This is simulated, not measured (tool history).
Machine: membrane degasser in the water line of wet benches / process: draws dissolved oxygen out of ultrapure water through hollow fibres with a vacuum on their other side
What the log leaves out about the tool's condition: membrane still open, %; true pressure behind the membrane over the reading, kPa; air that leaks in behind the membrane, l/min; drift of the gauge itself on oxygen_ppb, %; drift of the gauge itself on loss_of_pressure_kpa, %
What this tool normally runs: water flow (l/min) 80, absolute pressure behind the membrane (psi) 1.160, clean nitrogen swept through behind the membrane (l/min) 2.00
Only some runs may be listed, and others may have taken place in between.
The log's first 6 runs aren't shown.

run    hour  water flow (l/min)  absolute pressure behind the membrane (psi)  clean nitrogen swept through behind the membrane (l/min)  hours since the membrane was changed  hours since the vacuum gauge was calibrated  hours since the vacuum lines were made tight  dissolved oxygen in the water behind the degasser (ppb)  pressure that the water loses in the fibres (psi)
  7   288.5                  80                                        1.160                                                      2.00                                  2814                                         2963                                          1928                                                    432.2                                              7.165
  8   350.7                  80                                        1.160                                                      2.00                                  2876                                         3025                                          1991                                                    437.0                                              7.188
  9   414.0                  54                                        1.160                                                      2.00                                  2940                                         3088                                          2054                                                    307.0                                              4.840
 10   459.7                  54                                        1.160                                                      2.00                                  2985                                         3134                                          2100                                                    305.6                                              4.846
 11   489.7                  80                                        1.160                                                      2.00                                  3015                                         3164                                          2130                                                    428.5                                              7.175
 12   532.0                  80                                        1.160                                                      2.00                                  3058                                         3206                                          2172                                                    437.6                                              7.152
 13   568.5                  80                                        1.160                                                      2.00                                  3094                                         3243                                          2208                                                    437.1                                              7.201
 14   595.8                  80                                        1.160                                                      2.00                                  3121                                         3270                                          2236                                                    441.8                                              7.176
 15   639.2                  80                                        1.160                                                      2.00                                  3165                                         3313                                          2279                                                    433.7                                              7.213
 16   685.1                  80                                        1.160                                                      2.00                                  3211                                         3359                                          2325                                                    432.2                                              7.205
 17   719.6                  80                                        1.160                                                      4.55                                  3245                                         3394                                          2360                                                    250.9                                              7.240
 18   780.5                  64                                        2.503                                                      2.81                                  3306                                         3455                                          2420                                                    696.0                                              5.728
 19   824.2                 127                                        1.498                                                      0.90                                  3350                                         3498                                          2464                                                   1335.5                                             11.371
 20   880.3                 127                                        1.498                                                      0.90                                  3406                                         3554                                          2520                                                   1326.8                                             11.362
 21   914.3                 113                                        0.767                                                      5.79                                  3440                                         3588                                          2554                                                    191.3                                             10.182
 22   941.6                  53                                        1.160                                                      1.00                                  3467                                         3616                                          2582                                                    499.9                                              4.743
 23   967.6                  53                                        1.160                                                      1.00                                  3493                                         3642                                          2608                                                    492.4                                              4.753
 24  1014.8                  48                                        2.294                                                      1.01                                  3540                                         3689                                          2655                                                   1090.0                                              4.324
 25  1047.4                  48                                        2.294                                                      1.01                                  3573                                         3721                                          2687                                                   1065.6                                              4.328
     1059.2  -- vacuum gauge calibrated
 26  1095.6                  48                                        2.294                                                      1.01                                  3621                                           36                                          2735                                                   1078.9                                              4.277
 27  1138.3                  68                                        0.737                                                      2.55                                  3663                                           79                                          2778                                                    152.3                                              6.108
 28  1199.2                  68                                        0.737                                                      2.55                                  3724                                          140                                          2839                                                    151.9                                              6.168
 29  1260.3                  68                                        0.737                                                      2.55                                  3785                                          201                                          2900                                                    150.6                                              6.131
 30  1323.2                  68                                        2.483                                                      2.03                                  3848                                          264                                          2963                                                    909.0                                              6.138
 31  1376.1                  80                                        1.723                                                      0.82                                  3901                                          317                                          3016                                                   1235.1                                              7.213

Predict each of these 3 candidate next runs independently; none follows another, all start after run 31:
  A  1413.6                  80                                        1.723                                                      2.79                                  3939                                          354                                          3053                                                        ?                                                  ?
  B  1413.6                  91                                        1.081                                                      2.00                                  3939                                          354                                          3053                                                        ?                                                  ?
  C  1413.6                  76                                        1.160                                                      2.00                                  3939                                          354                                          3053                                                        ?                                                  ?

run  dissolved oxygen in the water behind the degasser (ppb)  pressure that the water loses in the fibres (psi)
  A                                                    551.5                                              7.204
  B                                                    425.7                                              8.192
  C                                                    398.0                                              6.860
Take away the tool's hidden state, keep each run's random variation, and the runs would have read:
run  dissolved oxygen in the water behind the degasser (ppb)  pressure that the water loses in the fibres (psi)
  A                                                    547.2                                              7.058
  B                                                    421.4                                              8.025
  C                                                    394.5                                              6.721
